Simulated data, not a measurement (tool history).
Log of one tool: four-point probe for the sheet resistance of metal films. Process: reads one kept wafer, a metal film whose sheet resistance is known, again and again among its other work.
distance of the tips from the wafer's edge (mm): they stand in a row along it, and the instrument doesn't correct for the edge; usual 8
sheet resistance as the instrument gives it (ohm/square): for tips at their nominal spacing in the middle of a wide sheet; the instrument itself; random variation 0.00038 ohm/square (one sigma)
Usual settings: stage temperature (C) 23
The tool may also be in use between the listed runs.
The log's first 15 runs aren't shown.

| run | hour | stage temperature (C) | distance of the tips from the wafer's edge (mm) | touches since the probe head was changed | hours of work since the stage's thermometer was calibrated | sheet resistance as the instrument gives it (ohm/square) |
|---|---|---|---|---|---|---|
| 16 | 306.2 | 31 | 8 | 30316 | 935 | 1.909603 |
| 17 | 328.4 | 31 | 8 | 31198 | 945 | 1.909396 |
| 18 | 342.1 | 31 | 8 | 31743 | 951 | 1.909633 |
| 19 | 357.6 | 26 | 8 | 32361 | 958 | 1.912218 |
| 20 | 376.0 | 22 | 8 | 33092 | 966 | 1.913484 |
| 21 | 389.4 | 25 | 8 | 33623 | 972 | 1.912343 |
| 22 | 408.8 | 29 | 8 | 34393 | 981 | 1.910801 |
| 23 | 430.4 | 18 | 8 | 35252 | 991 | 1.915784 |
| 24 | 446.2 | 31 | 59 | 35878 | 998 | 1.903391 |
| 25 | 461.1 | 31 | 59 | 36471 | 1005 | 1.902992 |
| 26 | 478.3 | 31 | 59 | 37155 | 1013 | 1.903454 |
| 27 | 492.9 | 31 | 59 | 37735 | 1019 | 1.903412 |
| 28 | 511.2 | 33 | 8 | 38460 | 1027 | 1.908289 |
| 29 | 537.2 | 23 | 15 | 39496 | 1039 | 1.908059 |
| 30 | 551.7 | 23 | 4 | 40071 | 1046 | 1.932241 |
| 31 | 570.7 | 23 | 12 | 40824 | 1054 | 1.908786 |
| 32 | 592.2 | 34 | 8 | 41681 | 1064 | 1.907976 |
| 33 | 603.4 | 34 | 9 | 42126 | 1069 | 1.906774 |
| 34 | 616.8 | 23 | 7 | 42655 | 1075 | 1.914328 |

Run 35 comes next. What will it give?
| 35 | 630.6 | 23 | 7 | 43204 | 1081 | ? |

{"run 35": {"sheet resistance as the instrument gives it (ohm/square)": 1.914957}}
Without the tool's hidden state the same run would have given sheet resistance as the instrument gives it (ohm/square) 1.915498.
